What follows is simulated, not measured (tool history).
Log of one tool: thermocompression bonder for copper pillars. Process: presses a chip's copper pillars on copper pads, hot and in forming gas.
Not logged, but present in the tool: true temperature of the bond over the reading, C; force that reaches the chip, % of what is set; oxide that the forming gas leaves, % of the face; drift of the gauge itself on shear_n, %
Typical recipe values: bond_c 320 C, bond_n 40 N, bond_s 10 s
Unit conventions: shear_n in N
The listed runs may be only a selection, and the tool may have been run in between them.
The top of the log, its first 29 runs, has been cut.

run     day  bond_c  bond_n  bond_s  hours of work since the heater was calibrated  hours of work since the force cell was calibrated  hours of work since the gas filter was changed  shear_n
 30  14.954     322      25      12                                            324                                                409                                             131     61.8
 31  15.342     322      25      12                                            328                                                413                                             135     62.1
 32  16.004     325      32      17                                            335                                                420                                             142     86.1
 33  16.554     325      32      17                                            340                                                425                                             147     87.2
 34  16.892     325      48      17                                            344                                                429                                             151    110.1
 35  17.433     292      40      21                                            349                                                434                                             156     86.9
 36  18.000     320      41      10                                            355                                                440                                             162     85.8
 37  18.662     320      41      10                                            362                                                447                                             169     85.9
 38  19.212     320      41       6                                            368                                                452                                             174     73.3
 39  19.771     318      48      10                                            373                                                458                                             180     94.6
 40  20.254     318      48      22                                            378                                                463                                             185    113.1
 41  20.854     345      52      14                                            384                                                469                                             191    119.0

Forecast each of these 3 alternatives for the next run:
  A  21.492     345      52      12                                            391                                                476                                             198        ?
  B  21.492     341      50      15                                            391                                                476                                             198        ?
  C  21.492     318      28      13                                            391                                                476                                             198        ?

run  shear_n
  A    116.2
  B    117.6
  C     68.4
Stripped of hidden state, with their random variation kept, the same runs would have yielded:
run  shear_n
  A    114.2
  B    115.6
  C     67.3

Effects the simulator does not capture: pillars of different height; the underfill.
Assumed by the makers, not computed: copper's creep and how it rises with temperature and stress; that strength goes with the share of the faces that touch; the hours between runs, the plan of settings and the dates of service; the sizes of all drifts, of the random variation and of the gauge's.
